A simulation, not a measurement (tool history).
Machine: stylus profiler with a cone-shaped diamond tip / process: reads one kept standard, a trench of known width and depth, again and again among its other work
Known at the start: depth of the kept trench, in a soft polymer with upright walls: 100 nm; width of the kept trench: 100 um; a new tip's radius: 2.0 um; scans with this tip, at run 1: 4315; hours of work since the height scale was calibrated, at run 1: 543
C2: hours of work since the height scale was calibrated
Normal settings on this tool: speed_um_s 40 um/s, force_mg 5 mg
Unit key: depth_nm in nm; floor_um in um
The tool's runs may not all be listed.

{"run": 1, "hour": 0.0, "speed_um_s": 40, "force_mg": 5, "scans with this tip": 4315, "C2": 543, "depth_nm": 101.45, "floor_um": 98.62}
{"run": 2, "hour": 18.4, "speed_um_s": 40, "force_mg": 5, "scans with this tip": 4384, "C2": 552, "depth_nm": 101.38, "floor_um": 98.66}
{"run": 3, "hour": 51.4, "speed_um_s": 40, "force_mg": 5, "scans with this tip": 4507, "C2": 567, "depth_nm": 101.37, "floor_um": 98.64}
{"run": 4, "hour": 76.5, "speed_um_s": 40, "force_mg": 5, "scans with this tip": 4602, "C2": 579, "depth_nm": 101.39, "floor_um": 98.68}
{"run": 5, "hour": 97.7, "speed_um_s": 40, "force_mg": 5, "scans with this tip": 4681, "C2": 589, "depth_nm": 101.44, "floor_um": 98.7}
{"run": 6, "hour": 124.1, "speed_um_s": 40, "force_mg": 5, "scans with this tip": 4780, "C2": 602, "depth_nm": 101.39, "floor_um": 98.7}
{"run": 7, "hour": 151.4, "speed_um_s": 40, "force_mg": 5, "scans with this tip": 4882, "C2": 615, "depth_nm": 101.42, "floor_um": 98.7}
{"run": 8, "hour": 176.4, "speed_um_s": 23, "force_mg": 5, "scans with this tip": 4976, "C2": 626, "depth_nm": 101.42, "floor_um": 98.68}
{"run": 9, "hour": 214.7, "speed_um_s": 23, "force_mg": 5, "scans with this tip": 5120, "C2": 645, "depth_nm": 101.38, "floor_um": 98.66}
{"run": 10, "hour": 249.4, "speed_um_s": 23, "force_mg": 5, "scans with this tip": 5249, "C2": 661, "depth_nm": 101.44, "floor_um": 98.72}
{"run": 11, "hour": 267.5, "speed_um_s": 40, "force_mg": 5, "scans with this tip": 5317, "C2": 669, "depth_nm": 101.36, "floor_um": 98.75}
{"run": 12, "hour": 302.8, "speed_um_s": 10, "force_mg": 9, "scans with this tip": 5450, "C2": 686, "depth_nm": 102.08, "floor_um": 98.8}
{"run": 13, "hour": 320.4, "speed_um_s": 10, "force_mg": 9, "scans with this tip": 5515, "C2": 694, "depth_nm": 101.98, "floor_um": 98.71}
{"run": 14, "hour": 354.5, "speed_um_s": 10, "force_mg": 9, "scans with this tip": 5643, "C2": 710, "depth_nm": 102.08, "floor_um": 98.74}
{"run": 15, "hour": 386.4, "speed_um_s": 30, "force_mg": 2.5, "scans with this tip": 5763, "C2": 725, "depth_nm": 100.92, "floor_um": 98.62}
{"run": 16, "hour": 424.9, "speed_um_s": 40, "force_mg": 5.41, "scans with this tip": 5907, "C2": 744, "depth_nm": 101.47, "floor_um": 98.64}
{"run": 17, "hour": 461.5, "speed_um_s": 40, "force_mg": 5.41, "scans with this tip": 6044, "C2": 761, "depth_nm": 101.52, "floor_um": 98.72}
{"run": 18, "hour": 489.9, "speed_um_s": 134, "force_mg": 2.1, "scans with this tip": 6150, "C2": 774, "depth_nm": 100.76, "floor_um": 98.32}
{"run": 19, "hour": 512.1, "speed_um_s": 51, "force_mg": 12.98, "scans with this tip": 6234, "C2": 785, "depth_nm": 102.69, "floor_um": 98.69}
{"run": 20, "hour": 536.9, "speed_um_s": 51, "force_mg": 12.98, "scans with this tip": 6327, "C2": 796, "depth_nm": 102.67, "floor_um": 98.63}
{"run": 21, "hour": 553.3, "speed_um_s": 91, "force_mg": 1.76, "scans with this tip": 6388, "C2": 804, "depth_nm": 100.7, "floor_um": 98.43}

Here are 3 independent what-if runs from the current tool condition. What would each one return?
{"run": "A", "hour": 568.9, "speed_um_s": 12, "force_mg": 2.62, "scans with this tip": 6447, "C2": 812, "depth_nm": "?", "floor_um": "?"}
{"run": "B", "hour": 568.9, "speed_um_s": 118, "force_mg": 2, "scans with this tip": 6447, "C2": 812, "depth_nm": "?", "floor_um": "?"}
{"run": "C", "hour": 568.9, "speed_um_s": 126, "force_mg": 1.71, "scans with this tip": 6447, "C2": 812, "depth_nm": "?", "floor_um": "?"}

run=A depth_nm=100.86 floor_um=98.75
run=B depth_nm=100.68 floor_um=98.41
run=C depth_nm=100.68 floor_um=98.33
With the hidden condition removed and each run's random variation left untouched, the same runs would have given:
run=A depth_nm=100.86 floor_um=98.75
run=B depth_nm=100.67 floor_um=98.42
run=C depth_nm=100.68 floor_um=98.33

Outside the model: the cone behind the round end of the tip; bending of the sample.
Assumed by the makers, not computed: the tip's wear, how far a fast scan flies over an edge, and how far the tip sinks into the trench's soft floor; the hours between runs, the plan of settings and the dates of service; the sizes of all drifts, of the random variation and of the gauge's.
